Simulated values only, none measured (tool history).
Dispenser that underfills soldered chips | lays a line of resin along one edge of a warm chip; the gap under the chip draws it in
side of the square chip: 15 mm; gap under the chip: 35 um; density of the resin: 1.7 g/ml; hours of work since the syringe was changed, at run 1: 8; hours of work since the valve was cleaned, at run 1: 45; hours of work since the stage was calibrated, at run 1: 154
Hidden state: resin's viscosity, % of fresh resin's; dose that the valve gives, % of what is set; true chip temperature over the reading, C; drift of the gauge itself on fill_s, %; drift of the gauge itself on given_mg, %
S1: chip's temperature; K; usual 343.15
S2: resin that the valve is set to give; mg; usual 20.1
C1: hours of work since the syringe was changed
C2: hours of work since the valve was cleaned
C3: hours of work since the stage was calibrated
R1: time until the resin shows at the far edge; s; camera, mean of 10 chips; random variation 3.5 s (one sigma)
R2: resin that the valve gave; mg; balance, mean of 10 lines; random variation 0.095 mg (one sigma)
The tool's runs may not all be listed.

{"run": 1, "day": 0.0, "S1": 343.15, "S2": 20.1, "C1": 8, "C2": 45, "C3": 154, "R1": 658.3, "R2": 19.51}
{"day": 0.133, "done": "new syringe of resin"}
{"run": 2, "day": 0.279, "S1": 343.15, "S2": 20.1, "C1": 2, "C2": 50, "C3": 159, "R1": 401.5, "R2": 19.54}
{"run": 3, "day": 0.546, "S1": 343.15, "S2": 20.1, "C1": 7, "C2": 54, "C3": 163, "R1": 587.4, "R2": 19.49}
{"run": 4, "day": 0.675, "S1": 343.15, "S2": 20.1, "C1": 9, "C2": 57, "C3": 166, "R1": 697.4, "R2": 19.35}
{"day": 0.733, "done": "new syringe of resin"}
{"run": 5, "day": 0.875, "S1": 343.15, "S2": 20.5, "C1": 2, "C2": 60, "C3": 169, "R1": 416.0, "R2": 19.86}
{"run": 6, "day": 1.104, "S1": 343.15, "S2": 20.5, "C1": 6, "C2": 64, "C3": 173, "R1": 562.2, "R2": 19.67}
{"day": 1.329, "done": "new syringe of resin"}
{"run": 7, "day": 1.367, "S1": 351.15, "S2": 20.5, "C1": 1, "C2": 68, "C3": 177, "R1": 248.6, "R2": 19.78}
{"day": 1.496, "done": "dispensing valve cleaned and set on the balance"}
{"run": 8, "day": 1.671, "S1": 351.15, "S2": 20.5, "C1": 5, "C2": 3, "C3": 181, "R1": 348.8, "R2": 20.47}
{"run": 9, "day": 1.838, "S1": 351.15, "S2": 20.5, "C1": 8, "C2": 6, "C3": 184, "R1": 439.6, "R2": 20.46}
{"day": 1.971, "done": "new syringe of resin"}
{"run": 10, "day": 1.992, "S1": 343.15, "S2": 20.1, "C1": 0, "C2": 8, "C3": 187, "R1": 340.4, "R2": 19.97}
{"run": 11, "day": 2.146, "S1": 343.15, "S2": 20.1, "C1": 3, "C2": 11, "C3": 189, "R1": 420.5, "R2": 19.98}
{"run": 12, "day": 2.442, "S1": 343.15, "S2": 20.7, "C1": 8, "C2": 16, "C3": 194, "R1": 622.6, "R2": 20.5}
{"day": 2.579, "done": "new syringe of resin"}
{"run": 13, "day": 2.671, "S1": 346.15, "S2": 20.7, "C1": 2, "C2": 20, "C3": 198, "R1": 331.1, "R2": 20.5}
{"run": 14, "day": 2.796, "S1": 343.15, "S2": 20.1, "C1": 4, "C2": 22, "C3": 200, "R1": 455.6, "R2": 19.91}
{"run": 15, "day": 3.1, "S1": 337.15, "S2": 20.1, "C1": 9, "C2": 27, "C3": 205, "R1": 871.5, "R2": 19.77}
{"day": 3.183, "done": "new syringe of resin"}
{"run": 16, "day": 3.246, "S1": 337.15, "S2": 17.8, "C1": 1, "C2": 29, "C3": 208, "R1": 494.8, "R2": 17.52}
{"run": 17, "day": 3.433, "S1": 332.15, "S2": 20.1, "C1": 4, "C2": 32, "C3": 211, "R1": 784.2, "R2": 19.62}
{"run": 18, "day": 3.608, "S1": 332.15, "S2": 20.1, "C1": 7, "C2": 35, "C3": 214, "R1": 980.2, "R2": 19.7}
{"day": 3.804, "done": "new syringe of resin"}
{"run": 19, "day": 3.838, "S1": 344.15, "S2": 25.5, "C1": 1, "C2": 39, "C3": 217, "R1": 329.5, "R2": 24.97}
{"run": 20, "day": 4.15, "S1": 330.15, "S2": 22.0, "C1": 6, "C2": 44, "C3": 223, "R1": 949.3, "R2": 21.23}
{"run": 21, "day": 4.308, "S1": 357.15, "S2": 18.2, "C1": 9, "C2": 47, "C3": 225, "R1": 379.6, "R2": 17.82}
{"day": 4.412, "done": "new syringe of resin"}
{"run": 22, "day": 4.579, "S1": 357.15, "S2": 18.2, "C1": 3, "C2": 51, "C3": 230, "R1": 235.9, "R2": 17.77}
{"run": 23, "day": 4.812, "S1": 357.15, "S2": 18.2, "C1": 7, "C2": 55, "C3": 234, "R1": 318.8, "R2": 17.67}
{"day": 5.021, "done": "new syringe of resin"}
{"run": 24, "day": 5.067, "S1": 357.15, "S2": 18.2, "C1": 1, "C2": 60, "C3": 238, "R1": 202.4, "R2": 17.52}
{"run": 25, "day": 5.329, "S1": 344.15, "S2": 24.1, "C1": 5, "C2": 64, "C3": 242, "R1": 472.9, "R2": 23.45}
{"run": 26, "day": 5.479, "S1": 333.15, "S2": 24.1, "C1": 8, "C2": 67, "C3": 245, "R1": 958.8, "R2": 23.06}
{"day": 5.625, "done": "new syringe of resin"}
{"day": 5.704, "done": "dispensing valve cleaned and set on the balance"}
{"run": 27, "day": 5.733, "S1": 341.15, "S2": 24.1, "C1": 1, "C2": 0, "C3": 248, "R1": 385.1, "R2": 23.9}
{"run": 28, "day": 5.883, "S1": 344.15, "S2": 22.5, "C1": 4, "C2": 3, "C3": 251, "R1": 416.4, "R2": 22.6}
{"run": 29, "day": 6.171, "S1": 350.15, "S2": 19.5, "C1": 9, "C2": 8, "C3": 256, "R1": 488.9, "R2": 19.39}
{"day": 6.275, "done": "new syringe of resin"}
{"run": 30, "day": 6.438, "S1": 350.15, "S2": 19.5, "C1": 3, "C2": 12, "C3": 260, "R1": 308.7, "R2": 19.47}
{"run": 31, "day": 6.579, "S1": 355.15, "S2": 18.8, "C1": 5, "C2": 15, "C3": 263, "R1": 303.3, "R2": 18.48}
{"run": 32, "day": 6.812, "S1": 355.15, "S2": 18.8, "C1": 9, "C2": 19, "C3": 267, "R1": 423.5, "R2": 18.72}
{"day": 6.896, "done": "new syringe of resin"}
{"run": 33, "day": 7.012, "S1": 355.15, "S2": 18.8, "C1": 2, "C2": 22, "C3": 270, "R1": 236.7, "R2": 18.52}
{"run": 34, "day": 7.146, "S1": 337.15, "S2": 20.1, "C1": 4, "C2": 24, "C3": 272, "R1": 606.5, "R2": 19.71}
{"run": 35, "day": 7.275, "S1": 347.15, "S2": 19.6, "C1": 6, "C2": 26, "C3": 274, "R1": 462.3, "R2": 19.23}
{"day": 7.5, "done": "new syringe of resin"}
{"run": 36, "day": 7.546, "S1": 328.15, "S2": 20.1, "C1": 1, "C2": 31, "C3": 279, "R1": 718.4, "R2": 19.78}

3 ways to go on from here, each from the tool as it stands after run 36. What would each give?
{"run": "A", "day": 7.7, "S1": 338.15, "S2": 23.7, "C1": 3, "C2": 33, "C3": 281, "R1": "?", "R2": "?"}
{"run": "B", "day": 7.7, "S1": 349.15, "S2": 17.1, "C1": 3, "C2": 33, "C3": 281, "R1": "?", "R2": "?"}
{"run": "C", "day": 7.7, "S1": 339.15, "S2": 19.5, "C1": 3, "C2": 33, "C3": 281, "R1": "?", "R2": "?"}

run=A R1=534.1 R2=23.21
run=B R1=353.5 R2=16.77
run=C R1=522.1 R2=19.16
Without the tool's hidden state the same runs would have given:
run=A R1=429.2 R2=23.63
run=B R1=281.4 R2=17.08
run=C R1=418.4 R2=19.51

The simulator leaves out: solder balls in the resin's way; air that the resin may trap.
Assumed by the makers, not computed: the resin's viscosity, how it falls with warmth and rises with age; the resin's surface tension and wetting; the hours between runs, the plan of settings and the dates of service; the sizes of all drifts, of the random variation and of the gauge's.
